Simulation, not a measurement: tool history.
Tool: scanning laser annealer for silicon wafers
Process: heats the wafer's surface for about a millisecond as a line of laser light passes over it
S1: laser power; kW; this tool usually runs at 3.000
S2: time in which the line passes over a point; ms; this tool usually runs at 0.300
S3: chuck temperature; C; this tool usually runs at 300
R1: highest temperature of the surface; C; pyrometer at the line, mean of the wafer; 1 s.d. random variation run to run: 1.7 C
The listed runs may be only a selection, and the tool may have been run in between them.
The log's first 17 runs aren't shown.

run	hour	S1	S2	S3	R1
18	252.2	3.000	0.300	300	1150
19	267.7	3.277	0.300	300	1228
20	287.2	2.878	0.361	319	1201
21	299.4	2.733	0.258	300	1023
22	309.0	2.733	0.258	300	1021
23	327.6	2.733	0.258	300	1021
24	340.8	2.733	0.258	300	1023
25	351.9	2.733	0.258	300	1025
26	362.9	2.733	0.258	300	1022
27	373.1	2.945	0.258	323	1102
28	390.6	3.287	0.243	269	1118
29	402.0	3.287	0.243	269	1121
30	416.8	3.287	0.243	269	1119
31	433.4	3.287	0.243	269	1118
32	443.6	3.287	0.243	269	1119
33	462.6	2.736	0.243	269	970
34	481.6	3.237	0.293	279	1186
35	493.5	3.237	0.293	279	1185

Alternative continuations, all from the tool just after run 35; predict every row:
A	511.4	2.592	0.293	279	?
B	511.4	2.866	0.367	279	?
C	511.4	3.229	0.249	272	?
D	511.4	2.705	0.293	279	?

run	R1
A	1002
B	1167
C	1114
D	1036
What these runs would have given with no unlogged condition in the tool:
run	R1
A	1003
B	1168
C	1115
D	1037
